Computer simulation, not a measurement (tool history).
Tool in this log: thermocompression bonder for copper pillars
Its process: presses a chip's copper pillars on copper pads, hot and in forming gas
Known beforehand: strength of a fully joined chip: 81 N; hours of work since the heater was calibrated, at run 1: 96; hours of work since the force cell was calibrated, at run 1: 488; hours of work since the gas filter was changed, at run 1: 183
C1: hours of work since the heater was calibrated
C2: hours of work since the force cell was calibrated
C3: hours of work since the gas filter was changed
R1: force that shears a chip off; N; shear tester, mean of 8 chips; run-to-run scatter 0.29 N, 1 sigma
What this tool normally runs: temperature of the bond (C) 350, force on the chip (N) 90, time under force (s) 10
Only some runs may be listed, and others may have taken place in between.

run 1 hour=0 | temperature_of_the_bond_(C)=350 force_on_the_chip_(N)=90 time_under_force_(s)=10 | C1=96 C2=488 C3=183 | R1=52.9
run 2 hour=7.6 | temperature_of_the_bond_(C)=350 force_on_the_chip_(N)=90 time_under_force_(s)=10 | C1=101 C2=493 C3=188 | R1=52.5
run 3 hour=19 | temperature_of_the_bond_(C)=350 force_on_the_chip_(N)=90 time_under_force_(s)=10 | C1=109 C2=500 C3=196 | R1=53.1
run 4 hour=28.4 | temperature_of_the_bond_(C)=350 force_on_the_chip_(N)=90 time_under_force_(s)=10 | C1=115 C2=507 C3=202 | R1=53.1
run 5 hour=38.1 | temperature_of_the_bond_(C)=350 force_on_the_chip_(N)=90 time_under_force_(s)=26 | C1=121 C2=513 C3=208 | R1=65
run 6 hour=50 | temperature_of_the_bond_(C)=350 force_on_the_chip_(N)=90 time_under_force_(s)=19 | C1=129 C2=521 C3=216 | R1=61.1
run 7 hour=59.6 | temperature_of_the_bond_(C)=350 force_on_the_chip_(N)=90 time_under_force_(s)=19 | C1=136 C2=528 C3=223 | R1=61
run 8 hour=71.8 | temperature_of_the_bond_(C)=350 force_on_the_chip_(N)=90 time_under_force_(s)=7 | C1=144 C2=536 C3=231 | R1=47.7
run 9 hour=80 | temperature_of_the_bond_(C)=350 force_on_the_chip_(N)=90 time_under_force_(s)=7 | C1=149 C2=541 C3=236 | R1=48.1
run 10 hour=91.2 | temperature_of_the_bond_(C)=350 force_on_the_chip_(N)=90 time_under_force_(s)=7 | C1=157 C2=549 C3=244 | R1=47.5
run 11 hour=101.9 | temperature_of_the_bond_(C)=350 force_on_the_chip_(N)=90 time_under_force_(s)=7 | C1=164 C2=556 C3=251 | R1=46.9
run 12 hour=108.5 | temperature_of_the_bond_(C)=350 force_on_the_chip_(N)=90 time_under_force_(s)=7 | C1=168 C2=560 C3=255 | R1=46.7
run 13 hour=120.6 | temperature_of_the_bond_(C)=376 force_on_the_chip_(N)=90 time_under_force_(s)=10 | C1=176 C2=568 C3=263 | R1=62.3
run 14 hour=125.9 | temperature_of_the_bond_(C)=350 force_on_the_chip_(N)=90 time_under_force_(s)=15 | C1=180 C2=572 C3=267 | R1=58
run 15 hour=133.5 | temperature_of_the_bond_(C)=350 force_on_the_chip_(N)=90 time_under_force_(s)=15 | C1=185 C2=577 C3=272 | R1=57.2
run 16 hour=140.2 | temperature_of_the_bond_(C)=350 force_on_the_chip_(N)=90 time_under_force_(s)=15 | C1=189 C2=581 C3=276 | R1=57.6
run 17 hour=147.9 | temperature_of_the_bond_(C)=350 force_on_the_chip_(N)=90 time_under_force_(s)=15 | C1=194 C2=586 C3=282 | R1=57.2
run 18 hour=159.4 | temperature_of_the_bond_(C)=350 force_on_the_chip_(N)=90 time_under_force_(s)=15 | C1=202 C2=594 C3=289 | R1=57.5
run 19 hour=164.9 | temperature_of_the_bond_(C)=355 force_on_the_chip_(N)=90 time_under_force_(s)=10 | C1=206 C2=598 C3=293 | R1=53.9
run 20 hour=176.9 | temperature_of_the_bond_(C)=355 force_on_the_chip_(N)=90 time_under_force_(s)=6 | C1=214 C2=606 C3=301 | R1=47.1
run 21 hour=183.6 | temperature_of_the_bond_(C)=371 force_on_the_chip_(N)=94 time_under_force_(s)=7 | C1=218 C2=610 C3=305 | R1=56.6
run 22 hour=194.2 | temperature_of_the_bond_(C)=371 force_on_the_chip_(N)=61 time_under_force_(s)=7 | C1=225 C2=617 C3=312 | R1=41.3
run 23 hour=205.9 | temperature_of_the_bond_(C)=337 force_on_the_chip_(N)=65 time_under_force_(s)=15 | C1=233 C2=625 C3=320 | R1=40.5
run 24 hour=214.4 | temperature_of_the_bond_(C)=337 force_on_the_chip_(N)=65 time_under_force_(s)=15 | C1=239 C2=631 C3=326 | R1=39.6
run 25 hour=221.2 | temperature_of_the_bond_(C)=337 force_on_the_chip_(N)=65 time_under_force_(s)=15 | C1=243 C2=635 C3=330 | R1=40
run 26 hour=228.6 | temperature_of_the_bond_(C)=351 force_on_the_chip_(N)=95 time_under_force_(s)=7 | C1=248 C2=640 C3=335 | R1=49.6
-- hour=230.9 force cell calibrated
run 27 hour=241.3 | temperature_of_the_bond_(C)=339 force_on_the_chip_(N)=68 time_under_force_(s)=6 | C1=256 C2=7 C3=343 | R1=31.2
run 28 hour=246.4 | temperature_of_the_bond_(C)=345 force_on_the_chip_(N)=73 time_under_force_(s)=13 | C1=259 C2=10 C3=346 | R1=46
run 29 hour=254.8 | temperature_of_the_bond_(C)=323 force_on_the_chip_(N)=90 time_under_force_(s)=8 | C1=265 C2=16 C3=352 | R1=37.8
run 30 hour=262 | temperature_of_the_bond_(C)=350 force_on_the_chip_(N)=110 time_under_force_(s)=6 | C1=269 C2=21 C3=357 | R1=52.1
run 31 hour=270.2 | temperature_of_the_bond_(C)=350 force_on_the_chip_(N)=110 time_under_force_(s)=6 | C1=275 C2=26 C3=362 | R1=51.9
-- hour=276.5 force cell calibrated, once more
run 32 hour=279.6 | temperature_of_the_bond_(C)=367 force_on_the_chip_(N)=96 time_under_force_(s)=21 | C1=280 C2=2 C3=367 | R1=65.8
-- hour=287.3 forming gas filter changed
run 33 hour=289.8 | temperature_of_the_bond_(C)=334 force_on_the_chip_(N)=122 time_under_force_(s)=6 | C1=287 C2=9 C3=2 | R1=51.5
run 34 hour=298.8 | temperature_of_the_bond_(C)=362 force_on_the_chip_(N)=90 time_under_force_(s)=10 | C1=293 C2=15 C3=8 | R1=60.1
run 35 hour=305.6 | temperature_of_the_bond_(C)=325 force_on_the_chip_(N)=90 time_under_force_(s)=5 | C1=297 C2=19 C3=12 | R1=33.2
run 36 hour=312.1 | temperature_of_the_bond_(C)=323 force_on_the_chip_(N)=100 time_under_force_(s)=29 | C1=302 C2=23 C3=17 | R1=61.1
run 37 hour=323.3 | temperature_of_the_bond_(C)=323 force_on_the_chip_(N)=100 time_under_force_(s)=29 | C1=309 C2=31 C3=24 | R1=61.2
run 38 hour=330.9 | temperature_of_the_bond_(C)=323 force_on_the_chip_(N)=100 time_under_force_(s)=9 | C1=314 C2=36 C3=29 | R1=43.8
run 39 hour=340.1 | temperature_of_the_bond_(C)=328 force_on_the_chip_(N)=66 time_under_force_(s)=22 | C1=320 C2=42 C3=35 | R1=44.2

4 ways to go on from here, each from the tool as it stands after run 39. What would each give?
run A hour=349.2 | temperature_of_the_bond_(C)=378 force_on_the_chip_(N)=66 time_under_force_(s)=22 | C1=326 C2=48 C3=41 | R1=?
run B hour=349.2 | temperature_of_the_bond_(C)=328 force_on_the_chip_(N)=59 time_under_force_(s)=22 | C1=326 C2=48 C3=41 | R1=?
run C hour=349.2 | temperature_of_the_bond_(C)=343 force_on_the_chip_(N)=66 time_under_force_(s)=8 | C1=326 C2=48 C3=41 | R1=?
run D hour=349.2 | temperature_of_the_bond_(C)=328 force_on_the_chip_(N)=59 time_under_force_(s)=22 | C1=326 C2=48 C3=41 | R1=?

run=A R1=65.4
run=B R1=40.3
run=C R1=36.4
run=D R1=40.3
Without the tool's hidden state the same runs would have given:
run=A R1=65.2
run=B R1=39.6
run=C R1=35.8
run=D R1=39.6
